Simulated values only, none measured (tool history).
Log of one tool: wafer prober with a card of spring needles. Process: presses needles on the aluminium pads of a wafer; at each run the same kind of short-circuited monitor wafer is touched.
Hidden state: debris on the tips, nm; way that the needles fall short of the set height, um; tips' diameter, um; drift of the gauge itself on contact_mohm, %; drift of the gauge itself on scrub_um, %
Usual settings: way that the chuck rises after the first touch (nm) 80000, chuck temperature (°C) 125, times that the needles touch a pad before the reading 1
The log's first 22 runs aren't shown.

run,day,way that the chuck rises after the first touch (nm),chuck temperature (°C),times that the needles touch a pad before the reading,touches since the tips were cleaned,cleanings since the card got new needles,touches since the first contact's height was set,resistance of one needle with its contact and lead (mohm),way that a needle slides on the pad (nm)
# day 8.217: tips cleaned on abrasive film
# day 8.504: tips cleaned on abrasive film
23,8.625,63000,54,2,1728,40,164636,276,8860
# day 8.792: tips cleaned on abrasive film
24,9,68000,54,3,2988,41,169941,255,9670
# day 9.071: tips cleaned on abrasive film
25,9.325,73000,26,1,3687,42,174587,399,10420
# day 9.354: tips cleaned on abrasive film
# day 9.404: height of the first contact set anew
26,9.596,69000,92,1,3282,43,2767,380,10390
# day 9.642: tips cleaned on abrasive film
27,9.825,69000,92,1,2635,44,6016,346,10400
# day 9.938: tips cleaned on abrasive film
28,10.058,66000,54,3,1728,45,9304,222,9970
# day 10.25: tips cleaned on abrasive film
29,10.379,66000,54,3,1897,46,13873,237,9940
# day 10.525: tips cleaned on abrasive film
30,10.75,89000,26,1,3217,47,19131,294,13410
# day 10.817: tips cleaned on abrasive film
# day 11.088: tips cleaned on abrasive film
31,11.112,89000,26,1,363,49,24208,194,13410

4 ways to go on from here, each from the tool as it stands after run 31. What would each give?
# day 11.392: tips cleaned on abrasive film
A,11.496,89000,27,2,1519,50,29678,?,?
# day 11.392: tips cleaned on abrasive film
B,11.496,98000,28,1,1519,50,29678,?,?
# day 11.392: tips cleaned on abrasive film
C,11.496,63000,26,1,1519,50,29678,?,?
# day 11.392: tips cleaned on abrasive film
D,11.496,92000,58,3,1519,50,29678,?,?

run,resistance of one needle with its contact and lead (mohm),way that a needle slides on the pad (nm)
A,214,13350
B,232,14730
C,321,9350
D,199,13840
Without the tool's hidden state the same runs would have given:
run,resistance of one needle with its contact and lead (mohm),way that a needle slides on the pad (nm)
A,165,13440
B,165,14820
C,169,9450
D,172,13930

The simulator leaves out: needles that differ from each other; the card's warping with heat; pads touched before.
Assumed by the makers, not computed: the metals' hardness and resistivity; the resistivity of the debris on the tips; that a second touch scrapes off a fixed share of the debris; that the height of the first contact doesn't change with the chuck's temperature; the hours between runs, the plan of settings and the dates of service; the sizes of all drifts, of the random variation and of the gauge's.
